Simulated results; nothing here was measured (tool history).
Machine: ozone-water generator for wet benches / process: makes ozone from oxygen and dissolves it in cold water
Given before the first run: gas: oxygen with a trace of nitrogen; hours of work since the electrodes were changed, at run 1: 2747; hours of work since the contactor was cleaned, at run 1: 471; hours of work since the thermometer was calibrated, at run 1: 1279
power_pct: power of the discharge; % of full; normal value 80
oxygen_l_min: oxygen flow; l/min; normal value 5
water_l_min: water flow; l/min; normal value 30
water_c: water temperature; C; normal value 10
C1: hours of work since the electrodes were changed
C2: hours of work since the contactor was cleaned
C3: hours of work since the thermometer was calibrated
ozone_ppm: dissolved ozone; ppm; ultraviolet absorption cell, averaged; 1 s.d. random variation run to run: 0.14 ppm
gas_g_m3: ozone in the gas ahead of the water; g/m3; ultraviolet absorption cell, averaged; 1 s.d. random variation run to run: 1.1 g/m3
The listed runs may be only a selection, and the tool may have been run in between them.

{"run": 1, "hour": 0.0, "power_pct": 80, "oxygen_l_min": 5, "water_l_min": 30, "water_c": 10, "C1": 2747, "C2": 471, "C3": 1279, "ozone_ppm": 15.4, "gas_g_m3": 180.2}
{"run": 2, "hour": 159.3, "power_pct": 80, "oxygen_l_min": 5, "water_l_min": 30, "water_c": 10, "C1": 2889, "C2": 613, "C3": 1422, "ozone_ppm": 15.4, "gas_g_m3": 179.4}
{"run": 3, "hour": 327.5, "power_pct": 80, "oxygen_l_min": 5, "water_l_min": 30, "water_c": 10, "C1": 3039, "C2": 763, "C3": 1572, "ozone_ppm": 15.2, "gas_g_m3": 179.3}
{"run": 4, "hour": 422.4, "power_pct": 80, "oxygen_l_min": 5, "water_l_min": 26, "water_c": 10, "C1": 3124, "C2": 848, "C3": 1657, "ozone_ppm": 17.8, "gas_g_m3": 177.1}
{"run": 5, "hour": 512.7, "power_pct": 80, "oxygen_l_min": 5, "water_l_min": 26, "water_c": 10, "C1": 3205, "C2": 929, "C3": 1737, "ozone_ppm": 17.6, "gas_g_m3": 178.7}
{"run": 6, "hour": 641.4, "power_pct": 80, "oxygen_l_min": 5, "water_l_min": 26, "water_c": 10, "C1": 3319, "C2": 1044, "C3": 1852, "ozone_ppm": 17.4, "gas_g_m3": 176}
{"run": 7, "hour": 797.6, "power_pct": 51, "oxygen_l_min": 5, "water_l_min": 30, "water_c": 10, "C1": 3459, "C2": 1183, "C3": 1992, "ozone_ppm": 11.4, "gas_g_m3": 134.2}
{"run": 8, "hour": 979.6, "power_pct": 51, "oxygen_l_min": 5, "water_l_min": 30, "water_c": 10, "C1": 3621, "C2": 1345, "C3": 2154, "ozone_ppm": 11.4, "gas_g_m3": 134.1}
{"run": 9, "hour": 1091.3, "power_pct": 80, "oxygen_l_min": 5, "water_l_min": 30, "water_c": 10, "C1": 3721, "C2": 1445, "C3": 2254, "ozone_ppm": 14.9, "gas_g_m3": 176.1}
{"run": 10, "hour": 1289.9, "power_pct": 80, "oxygen_l_min": 5, "water_l_min": 30, "water_c": 8, "C1": 3898, "C2": 1622, "C3": 2431, "ozone_ppm": 15.1, "gas_g_m3": 176.6}
{"hour": 1299.3, "done": "water thermometer calibrated"}
{"run": 11, "hour": 1383.8, "power_pct": 82, "oxygen_l_min": 5, "water_l_min": 30, "water_c": 8, "C1": 3982, "C2": 1706, "C3": 75, "ozone_ppm": 15.6, "gas_g_m3": 177.4}
{"run": 12, "hour": 1512.4, "power_pct": 80, "oxygen_l_min": 5, "water_l_min": 30, "water_c": 10, "C1": 4097, "C2": 1821, "C3": 190, "ozone_ppm": 15, "gas_g_m3": 176.7}
{"run": 13, "hour": 1697.7, "power_pct": 71, "oxygen_l_min": 5, "water_l_min": 30, "water_c": 13, "C1": 4262, "C2": 1986, "C3": 356, "ozone_ppm": 13.6, "gas_g_m3": 163.3}
{"run": 14, "hour": 1892.3, "power_pct": 71, "oxygen_l_min": 8.95, "water_l_min": 30, "water_c": 12, "C1": 4436, "C2": 2160, "C3": 529, "ozone_ppm": 14.4, "gas_g_m3": 119.1}
{"hour": 2060.3, "done": "water thermometer calibrated, once more"}
{"run": 15, "hour": 2068.2, "power_pct": 71, "oxygen_l_min": 8.95, "water_l_min": 30, "water_c": 12, "C1": 4592, "C2": 2316, "C3": 7, "ozone_ppm": 14.3, "gas_g_m3": 117.9}
{"run": 16, "hour": 2241.9, "power_pct": 71, "oxygen_l_min": 7.14, "water_l_min": 30, "water_c": 11, "C1": 4747, "C2": 2472, "C3": 162, "ozone_ppm": 14.2, "gas_g_m3": 133.8}
{"run": 17, "hour": 2410.6, "power_pct": 50, "oxygen_l_min": 3.13, "water_l_min": 30, "water_c": 10, "C1": 4898, "C2": 2622, "C3": 313, "ozone_ppm": 9.7, "gas_g_m3": 164.8}
{"run": 18, "hour": 2594.7, "power_pct": 50, "oxygen_l_min": 3.13, "water_l_min": 30, "water_c": 10, "C1": 5062, "C2": 2786, "C3": 477, "ozone_ppm": 9.8, "gas_g_m3": 164.6}
{"run": 19, "hour": 2776.3, "power_pct": 50, "oxygen_l_min": 3.13, "water_l_min": 30, "water_c": 10, "C1": 5224, "C2": 2949, "C3": 639, "ozone_ppm": 9.6, "gas_g_m3": 165.2}
{"run": 20, "hour": 2932.8, "power_pct": 50, "oxygen_l_min": 3.13, "water_l_min": 30, "water_c": 10, "C1": 5364, "C2": 3088, "C3": 779, "ozone_ppm": 9.8, "gas_g_m3": 162.5}
{"run": 21, "hour": 3065.8, "power_pct": 83, "oxygen_l_min": 2.64, "water_l_min": 30, "water_c": 10, "C1": 5483, "C2": 3207, "C3": 898, "ozone_ppm": 12.5, "gas_g_m3": 241.4}
{"run": 22, "hour": 3206.2, "power_pct": 48, "oxygen_l_min": 3.47, "water_l_min": 30, "water_c": 10, "C1": 5608, "C2": 3332, "C3": 1023, "ozone_ppm": 9.6, "gas_g_m3": 149.8}
{"run": 23, "hour": 3313.8, "power_pct": 80, "oxygen_l_min": 8.92, "water_l_min": 19, "water_c": 8, "C1": 5704, "C2": 3428, "C3": 1119, "ozone_ppm": 23.6, "gas_g_m3": 126.5}
{"run": 24, "hour": 3441.5, "power_pct": 57, "oxygen_l_min": 4.37, "water_l_min": 19, "water_c": 8, "C1": 5818, "C2": 3542, "C3": 1233, "ozone_ppm": 18.4, "gas_g_m3": 147}

What if the next run were any one of these 5? Each begins from the tool's condition after run 24:
{"run": "A", "hour": 3620.8, "power_pct": 57, "oxygen_l_min": 3.06, "water_l_min": 19, "water_c": 7, "C1": 5978, "C2": 3703, "C3": 1393, "ozone_ppm": "?", "gas_g_m3": "?"}
{"run": "B", "hour": 3620.8, "power_pct": 57, "oxygen_l_min": 4.46, "water_l_min": 42, "water_c": 8, "C1": 5978, "C2": 3703, "C3": 1393, "ozone_ppm": "?", "gas_g_m3": "?"}
{"run": "C", "hour": 3620.8, "power_pct": 52, "oxygen_l_min": 3.34, "water_l_min": 24, "water_c": 10, "C1": 5978, "C2": 3703, "C3": 1393, "ozone_ppm": "?", "gas_g_m3": "?"}
{"run": "D", "hour": 3620.8, "power_pct": 57, "oxygen_l_min": 4.37, "water_l_min": 35, "water_c": 8, "C1": 5978, "C2": 3703, "C3": 1393, "ozone_ppm": "?", "gas_g_m3": "?"}
{"run": "E", "hour": 3620.8, "power_pct": 48, "oxygen_l_min": 3.03, "water_l_min": 19, "water_c": 8, "C1": 5978, "C2": 3703, "C3": 1393, "ozone_ppm": "?", "gas_g_m3": "?"}

run=A ozone_ppm=17.7 gas_g_m3=177.1
run=B ozone_ppm=7.7 gas_g_m3=145.3
run=C ozone_ppm=12.7 gas_g_m3=160.7
run=D ozone_ppm=9.4 gas_g_m3=147.8
run=E ozone_ppm=15.3 gas_g_m3=159.6
What these runs would have given with no unlogged condition in the tool:
run=A ozone_ppm=19.6 gas_g_m3=193.9
run=B ozone_ppm=8.6 gas_g_m3=159.1
run=C ozone_ppm=14 gas_g_m3=174.9
run=D ozone_ppm=10.5 gas_g_m3=161.8
run=E ozone_ppm=16.8 gas_g_m3=172.8
